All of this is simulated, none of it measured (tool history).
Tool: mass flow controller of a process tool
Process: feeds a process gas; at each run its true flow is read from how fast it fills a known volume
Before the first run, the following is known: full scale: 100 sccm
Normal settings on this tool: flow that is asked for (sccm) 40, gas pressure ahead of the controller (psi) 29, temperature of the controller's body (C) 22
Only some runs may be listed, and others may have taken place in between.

run    hour  flow that is asked for (sccm)  gas pressure ahead of the controller (psi)  temperature of the controller's body (C)  true flow (%)
  1       0                             40                                          29                                        22          99.77
  2   179.4                             40                                          29                                        22          99.91
  3     356                             40                                          29                                        22          99.96
  4   474.3                             40                                          29                                        22           99.9
  5   589.1                             40                                          29                                        22         100.02
  6   722.4                             40                                          29                                        22          99.97
  7   832.5                             40                                          29                                        22         100.06
  8  1002.2                             40                                          29                                        22         100.08
  9  1182.4                             40                                          29                                        22         100.14
 10    1370                             40                                          29                                        22         100.21
 11  1557.6                             11                                          29                                        22          99.89
 12  1719.3                             11                                          29                                        22          99.96
 13  1828.6                             21                                        34.2                                        27          99.35
 14  1927.5                             52                                        21.5                                        20         100.71
 15  2086.1                             26                                        21.5                                        20         100.58
 16  2239.6                             14                                        31.6                                        22          99.98
 17  2330.1                             14                                        31.6                                        34          98.73
 18  2479.3                             14                                        31.6                                        34           98.7
 19  2574.9                             14                                        31.6                                        20          100.4
 20  2756.4                             73                                        36.4                                        23         100.16
 21    2858                             64                                        26.7                                        22         100.54

Each row is a separate what-if for the run after 21, all from the same tool condition, not one after another. Results?
  A  2956.6                             34                                          29                                        21              ?
  B  2956.6                             64                                        26.7                                        24              ?
  C  2956.6                             30                                        27.4                                        22              ?

run  true flow (%)
  A          100.4
  B         100.36
  C         100.36
Stripped of hidden state, with their random variation kept, the same runs would have yielded:
run  true flow (%)
  A          99.91
  B          99.86
  C          99.86
